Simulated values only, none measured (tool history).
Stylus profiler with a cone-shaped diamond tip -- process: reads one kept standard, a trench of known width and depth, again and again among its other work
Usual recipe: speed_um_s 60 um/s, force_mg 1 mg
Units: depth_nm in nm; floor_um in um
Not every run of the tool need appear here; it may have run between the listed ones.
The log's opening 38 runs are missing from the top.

run	day	speed_um_s	force_mg	depth_nm	floor_um
39	16.579	67	1.67	202.48	97.97
40	16.929	38	0.61	201.48	97.91
41	17.212	39	0.61	201.21	97.86
42	17.529	52	0.57	201.37	97.74
43	18.071	60	1.97	202.95	98
44	18.358	60	1.97	202.72	97.97
45	18.846	235	0.43	200.91	95.71
46	19.229	231	2.87	203.69	97.3
47	19.617	20	0.97	201.86	98.07
48	19.892	24	0.44	200.92	97.97

What if the next run were any one of these 3? Each begins from the tool's condition after run 48:
A	20.342	20	0.69	?	?
B	20.342	239	0.44	?	?
C	20.342	188	1.69	?	?

run	depth_nm	floor_um
A	201.4	98.06
B	200.94	95.65
C	202.72	97.21
Stripped of hidden state, with their random variation kept, the same runs would have yielded:
run	depth_nm	floor_um
A	201.4	98.06
B	200.94	95.65
C	202.72	97.21
